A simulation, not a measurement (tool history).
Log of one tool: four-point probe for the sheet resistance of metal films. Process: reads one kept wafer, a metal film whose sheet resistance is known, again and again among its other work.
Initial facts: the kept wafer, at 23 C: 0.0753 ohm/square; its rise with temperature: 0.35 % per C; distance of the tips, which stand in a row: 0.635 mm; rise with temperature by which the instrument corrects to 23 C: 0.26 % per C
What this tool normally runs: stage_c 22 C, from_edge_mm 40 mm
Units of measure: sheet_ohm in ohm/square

{"run": 1, "day": 0.0, "stage_c": 22, "from_edge_mm": 40, "sheet_ohm": 0.075162}
{"run": 2, "day": 0.758, "stage_c": 22, "from_edge_mm": 40, "sheet_ohm": 0.075207}
{"run": 3, "day": 1.883, "stage_c": 22, "from_edge_mm": 40, "sheet_ohm": 0.075195}
{"run": 4, "day": 2.854, "stage_c": 22, "from_edge_mm": 40, "sheet_ohm": 0.075227}
{"run": 5, "day": 3.725, "stage_c": 22, "from_edge_mm": 73, "sheet_ohm": 0.075174}
{"run": 6, "day": 4.221, "stage_c": 22, "from_edge_mm": 73, "sheet_ohm": 0.075222}
{"run": 7, "day": 5.275, "stage_c": 22, "from_edge_mm": 73, "sheet_ohm": 0.075232}
{"run": 8, "day": 5.929, "stage_c": 22, "from_edge_mm": 73, "sheet_ohm": 0.075237}
{"run": 9, "day": 6.962, "stage_c": 33, "from_edge_mm": 40, "sheet_ohm": 0.075957}
{"run": 10, "day": 7.946, "stage_c": 33, "from_edge_mm": 40, "sheet_ohm": 0.075987}
{"run": 11, "day": 8.962, "stage_c": 33, "from_edge_mm": 40, "sheet_ohm": 0.07599}
{"run": 12, "day": 10.046, "stage_c": 22, "from_edge_mm": 40, "sheet_ohm": 0.07526}
{"run": 13, "day": 10.579, "stage_c": 22, "from_edge_mm": 40, "sheet_ohm": 0.075272}
{"run": 14, "day": 11.683, "stage_c": 22, "from_edge_mm": 40, "sheet_ohm": 0.075258}
{"run": 15, "day": 12.779, "stage_c": 22, "from_edge_mm": 4, "sheet_ohm": 0.076254}
{"run": 16, "day": 13.704, "stage_c": 22, "from_edge_mm": 40, "sheet_ohm": 0.075266}
{"day": 13.825, "done": "stage's thermometer calibrated"}
{"run": 17, "day": 14.642, "stage_c": 22, "from_edge_mm": 40, "sheet_ohm": 0.075363}
{"run": 18, "day": 15.133, "stage_c": 22, "from_edge_mm": 40, "sheet_ohm": 0.075392}
{"run": 19, "day": 16.229, "stage_c": 22, "from_edge_mm": 40, "sheet_ohm": 0.07539}
{"run": 20, "day": 17.196, "stage_c": 22, "from_edge_mm": 8, "sheet_ohm": 0.075642}
{"run": 21, "day": 18.096, "stage_c": 22, "from_edge_mm": 8, "sheet_ohm": 0.075618}
{"run": 22, "day": 19.008, "stage_c": 22, "from_edge_mm": 8, "sheet_ohm": 0.075648}
{"day": 19.521, "done": "stage's thermometer calibrated, once more"}
{"run": 23, "day": 19.696, "stage_c": 22, "from_edge_mm": 5, "sheet_ohm": 0.075741}
{"run": 24, "day": 20.712, "stage_c": 22, "from_edge_mm": 5, "sheet_ohm": 0.075757}
{"run": 25, "day": 21.388, "stage_c": 20, "from_edge_mm": 17, "sheet_ohm": 0.075039}
{"run": 26, "day": 22.254, "stage_c": 20, "from_edge_mm": 13, "sheet_ohm": 0.075051}
{"run": 27, "day": 23.054, "stage_c": 32, "from_edge_mm": 17, "sheet_ohm": 0.075822}
{"run": 28, "day": 24.046, "stage_c": 28, "from_edge_mm": 5, "sheet_ohm": 0.076207}
{"run": 29, "day": 24.554, "stage_c": 22, "from_edge_mm": 50, "sheet_ohm": 0.075123}
{"run": 30, "day": 25.3, "stage_c": 24, "from_edge_mm": 33, "sheet_ohm": 0.075305}
{"run": 31, "day": 26.046, "stage_c": 24, "from_edge_mm": 33, "sheet_ohm": 0.075295}
{"run": 32, "day": 27.017, "stage_c": 23, "from_edge_mm": 48, "sheet_ohm": 0.075255}
{"run": 33, "day": 27.721, "stage_c": 23, "from_edge_mm": 48, "sheet_ohm": 0.075251}
{"run": 34, "day": 28.7, "stage_c": 22, "from_edge_mm": 9, "sheet_ohm": 0.075382}

Forecast run 35:
{"run": 35, "day": 29.271, "stage_c": 22, "from_edge_mm": 9, "sheet_ohm": "?"}

sheet_ohm: 0.075371 ohm/square
With no hidden state in the tool, this same run would have given sheet_ohm 0.075426 ohm/square.
